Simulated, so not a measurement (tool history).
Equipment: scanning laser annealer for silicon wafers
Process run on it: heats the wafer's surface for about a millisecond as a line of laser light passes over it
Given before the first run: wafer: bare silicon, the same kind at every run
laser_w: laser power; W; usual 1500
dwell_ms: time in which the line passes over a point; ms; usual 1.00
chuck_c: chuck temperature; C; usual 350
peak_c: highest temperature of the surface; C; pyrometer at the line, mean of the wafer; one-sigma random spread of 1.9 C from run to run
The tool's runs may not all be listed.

Run 1, day 0.000: usual settings. Result: peak_c 1165 C.
Run 2, day 0.462: usual settings. Result: peak_c 1162 C.
Run 3, day 1.112: usual settings. Result: peak_c 1163 C.
Run 4, day 1.542: usual settings. Result: peak_c 1159 C.
Run 5, day 1.954: usual settings but chuck_c 386 C. Result: peak_c 1199 C.
Run 6, day 2.404: usual settings but chuck_c 386 C. Result: peak_c 1196 C.
Run 7, day 2.875: usual settings but chuck_c 386 C. Result: peak_c 1201 C.
Run 8, day 3.225: usual settings. Result: peak_c 1162 C.
Run 9, day 3.662: usual settings. Result: peak_c 1161 C.
Run 10, day 3.938: usual settings. Result: peak_c 1161 C.
Run 11, day 4.450: usual settings but chuck_c 382 C. Result: peak_c 1191 C.
Run 12, day 4.804: usual settings but chuck_c 382 C. Result: peak_c 1192 C.
Run 13, day 5.425: usual settings. Result: peak_c 1160 C.
Run 14, day 5.933: usual settings. Result: peak_c 1159 C.
Run 15, day 6.362: usual settings. Result: peak_c 1157 C.
Run 16, day 6.658: usual settings. Result: peak_c 1156 C.
Run 17, day 7.208: usual settings but dwell_ms 1.15 ms. Result: peak_c 1204 C.
Run 18, day 7.646: usual settings but dwell_ms 1.15 ms. Result: peak_c 1205 C.
Run 19, day 7.983: usual settings but laser_w 1350 W. Result: peak_c 1073 C.
Run 20, day 8.312: usual settings but laser_w 1350 W. Result: peak_c 1078 C.
Run 21, day 8.971: usual settings but laser_w 1345 W. Result: peak_c 1070 C.
Run 22, day 9.400: usual settings but laser_w 1345 W, dwell_ms 0.82 ms. Result: peak_c 1012 C.
Run 23, day 9.679: usual settings but laser_w 1407 W, dwell_ms 0.81 ms, chuck_c 379 C. Result: peak_c 1069 C.
Run 24, day 10.058: usual settings but laser_w 1326 W, chuck_c 333 C. Result: peak_c 1046 C.
Run 25, day 10.504: usual settings but laser_w 1326 W, chuck_c 384 C. Result: peak_c 1093 C.
Run 26, day 10.967: usual settings but laser_w 1326 W, chuck_c 385 C. Result: peak_c 1096 C.
Run 27, day 11.275: usual settings but laser_w 1326 W, chuck_c 385 C. Result: peak_c 1093 C.
Run 28, day 11.854: usual settings but laser_w 1317 W, dwell_ms 0.75 ms, chuck_c 324 C. Result: peak_c 951 C.
Run 29, day 12.162: usual settings but laser_w 1399 W, dwell_ms 0.94 ms, chuck_c 335 C. Result: peak_c 1064 C.
Run 30, day 12.696: usual settings but laser_w 1395 W. Result: peak_c 1094 C.
Run 31, day 13.142: usual settings but laser_w 1632 W, dwell_ms 0.88 ms. Result: peak_c 1180 C.
Run 32, day 13.446: usual settings but laser_w 1482 W, dwell_ms 1.01 ms. Result: peak_c 1146 C.
Run 33, day 13.983: usual settings but laser_w 1472 W, dwell_ms 1.01 ms. Result: peak_c 1144 C.
Run 34, day 14.538: usual settings but laser_w 1465 W, dwell_ms 0.99 ms. Result: peak_c 1132 C.
Run 35, day 14.804: usual settings but dwell_ms 0.73 ms, chuck_c 335 C. Result: peak_c 1038 C.
Run 36, day 15.242: usual settings but laser_w 1400 W, dwell_ms 1.23 ms, chuck_c 330 C. Result: peak_c 1146 C.
Run 37, day 15.708: usual settings but laser_w 1400 W, dwell_ms 1.23 ms, chuck_c 330 C. Result: peak_c 1144 C.
Run 38, day 16.021: usual settings but dwell_ms 1.05 ms, chuck_c 344 C. Result: peak_c 1162 C.
Run 39, day 16.500: usual settings but laser_w 1434 W, dwell_ms 0.85 ms. Result: peak_c 1063 C.
Run 40, day 17.092: usual settings but laser_w 1434 W, dwell_ms 0.85 ms. Result: peak_c 1065 C.
Run 41, day 17.442: usual settings but dwell_ms 0.92 ms, chuck_c 379 C. Result: peak_c 1151 C.
Run 42, day 18.096: usual settings but laser_w 1447 W, dwell_ms 1.07 ms, chuck_c 316 C. Result: peak_c 1111 C.

Measured result minus the same run's result without the hidden state. Both carry the same run-to-run variation, though not necessarily the same gauge scatter:
Hidden state at play: light that passes the window, % of a clean one's; laser's true power over the reading, %; width of the line over the set one, %; drift of the gauge itself on peak_c, C.
run  peak_c
  1     -15
  2     -15
  3     -15
  4     -15
  5     -15
  6     -16
  7     -16
  8     -17
  9     -17
 10     -17
 11     -17
 12     -18
 13     -18
 14     -19
 15     -19
 16     -19
 17     -21
 18     -21
 19     -18
 20     -18
 21     -18
 22     -17
 23     -18
 24     -19
 25     -19
 26     -19
 27     -19
 28     -18
 29     -21
 30     -22
 31     -25
 32     -23
 33     -24
 34     -24
 35     -22
 36     -26
 37     -26
 38     -26
 39     -23
 40     -24
 41     -26
 42     -27
